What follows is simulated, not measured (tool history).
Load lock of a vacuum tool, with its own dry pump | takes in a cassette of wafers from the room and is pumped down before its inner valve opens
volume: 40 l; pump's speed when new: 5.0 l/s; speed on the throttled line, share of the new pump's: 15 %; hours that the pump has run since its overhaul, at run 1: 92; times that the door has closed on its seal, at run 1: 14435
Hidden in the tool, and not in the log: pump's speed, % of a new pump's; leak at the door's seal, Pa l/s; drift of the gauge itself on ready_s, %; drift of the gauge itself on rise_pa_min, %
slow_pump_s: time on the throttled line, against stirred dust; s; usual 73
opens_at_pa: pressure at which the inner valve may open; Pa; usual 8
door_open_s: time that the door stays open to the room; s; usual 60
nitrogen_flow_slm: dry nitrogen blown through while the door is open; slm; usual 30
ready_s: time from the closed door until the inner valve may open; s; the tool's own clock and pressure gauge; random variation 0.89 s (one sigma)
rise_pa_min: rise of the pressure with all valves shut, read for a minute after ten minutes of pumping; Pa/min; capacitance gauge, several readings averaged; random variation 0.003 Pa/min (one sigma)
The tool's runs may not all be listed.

run,hour,slow_pump_s,opens_at_pa,door_open_s,nitrogen_flow_slm,hours that the pump has run since its overhaul,times that the door has closed on its seal,"incoming humidity of the room's air, %",ready_s,rise_pa_min
1,0.0,73,8,60,30,92,14435,43.7,138.8,0.026
2,100.9,73,8,60,30,193,14682,45.9,140.4,0.025
3,155.2,73,8,60,30,248,14815,49.2,140.0,0.032
4,224.5,73,8,60,30,317,14984,42.2,139.9,0.026
5,277.9,48,8,60,30,370,15115,43.8,117.8,0.028
6,391.6,48,8,60,30,484,15393,42.6,118.2,0.025
7,506.1,48,8,60,30,598,15674,46.0,117.6,0.031
8,554.1,48,8,60,30,646,15791,46.9,118.7,0.030
9,620.1,73,8,60,30,712,15952,44.1,138.6,0.025
10,686.7,73,6,60,30,779,16116,43.1,142.4,0.026
11,794.8,73,6,60,30,887,16380,47.9,141.2,0.030
12,879.8,73,6,60,30,972,16588,45.9,140.6,0.032
13,937.7,73,8,60,10,1030,16730,44.1,139.6,0.031
14,1005.4,73,7,60,30,1098,16895,42.9,140.7,0.027
15,1096.0,73,8,60,30,1188,17117,42.5,139.0,0.029
16,1143.9,73,8,60,30,1236,17234,45.2,138.6,0.030
17,1237.1,40,8,60,30,1329,17463,47.8,110.9,0.030
18,1335.5,131,8,60,30,1428,17703,45.1,188.8,0.029
19,1385.0,73,8,60,30,1477,17824,44.2,139.1,0.024
20,1494.9,73,8,60,30,1587,18093,44.6,139.9,0.030
21,1556.7,73,8,60,30,1649,18245,47.8,138.3,0.026
22,1659.1,57,8,91,30,1751,18495,45.0,126.0,0.037
23,1763.2,73,10,60,7,1855,18750,44.9,137.1,0.043
24,1873.2,73,10,60,7,1966,19019,46.4,137.9,0.047
25,1989.4,73,8,60,30,2082,19304,46.8,141.1,0.028
26,2085.5,47,10,39,13,2178,19539,46.7,114.7,0.029
27,2178.2,47,10,39,13,2271,19766,45.2,115.4,0.028
28,2291.8,56,8,169,13,2384,20044,46.3,123.6,0.068
29,2366.9,56,8,169,13,2459,20227,45.0,124.0,0.065
# hour 2462.4: door's seal changed, seat wiped
30,2468.5,56,8,169,13,2559,14,45.3,124.5,0.061
31,2574.5,114,7,29,30,2665,274,45.5,175.8,0.015
32,2651.4,73,10,46,5,2742,462,44.9,136.5,0.033
33,2743.4,73,9,60,16,2834,687,46.2,138.6,0.037
34,2847.1,125,9,60,16,2938,941,43.0,181.1,0.029
35,2961.4,73,8,124,30,3052,1221,45.2,139.3,0.038
36,3038.8,73,8,124,30,3130,1410,43.5,140.7,0.042
37,3149.3,73,8,124,30,3240,1681,45.6,140.7,0.042

How the hidden state differs across the entries between the runs, from the last listed run before each to the first after it:
Between runs 29 and 30: door's seal changed, seat wiped (hour 2462.4)
  leak at the door's seal, Pa l/s: 0.0029 -> 0.002
